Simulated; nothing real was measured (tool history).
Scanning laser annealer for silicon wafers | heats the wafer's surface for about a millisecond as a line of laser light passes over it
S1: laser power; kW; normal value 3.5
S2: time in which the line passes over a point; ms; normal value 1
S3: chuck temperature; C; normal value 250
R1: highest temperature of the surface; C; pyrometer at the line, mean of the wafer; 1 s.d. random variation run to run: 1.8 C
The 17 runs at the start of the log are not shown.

run 18 hour=142.3 | S1=3.608 S2=0.82 S3=213 | R1=983
run 19 hour=153.8 | S1=3.608 S2=0.82 S3=213 | R1=982
run 20 hour=163.6 | S1=3.367 S2=1 S3=216 | R1=998
run 21 hour=172.8 | S1=3.5 S2=0.9 S3=288 | R1=1068
run 22 hour=178.6 | S1=3.5 S2=1 S3=288 | R1=1110
run 23 hour=184.9 | S1=3.5 S2=1 S3=288 | R1=1114
run 24 hour=195.2 | S1=3.081 S2=1 S3=258 | R1=963
run 25 hour=200.6 | S1=3.081 S2=1 S3=258 | R1=963
run 26 hour=211.1 | S1=3.721 S2=0.81 S3=250 | R1=1043
run 27 hour=217.2 | S1=3.721 S2=1.13 S3=279 | R1=1224
run 28 hour=226.4 | S1=3.5 S2=0.92 S3=250 | R1=1038
run 29 hour=236.1 | S1=3.154 S2=0.92 S3=233 | R1=927
run 30 hour=241.8 | S1=3.154 S2=1.2 S3=218 | R1=1015
run 31 hour=251.6 | S1=2.976 S2=1.11 S3=246 | R1=959
run 32 hour=262.2 | S1=3.424 S2=1.09 S3=250 | R1=1091
run 33 hour=270.3 | S1=2.975 S2=1.09 S3=250 | R1=955
run 34 hour=278.3 | S1=3.044 S2=1.04 S3=263 | R1=973

4 options for the next run, each taken on its own from the tool as it stands now. Forecast them:
run A hour=285.1 | S1=3.424 S2=0.79 S3=235 | R1=?
run B hour=285.1 | S1=3.844 S2=0.71 S3=263 | R1=?
run C hour=285.1 | S1=3.044 S2=0.7 S3=271 | R1=?
run D hour=285.1 | S1=3.43 S2=1.15 S3=250 | R1=?

run=A R1=942
run=B R1=1035
run=C R1=848
run=D R1=1114
Without the tool's hidden state the same runs would have given:
run=A R1=942
run=B R1=1035
run=C R1=848
run=D R1=1114
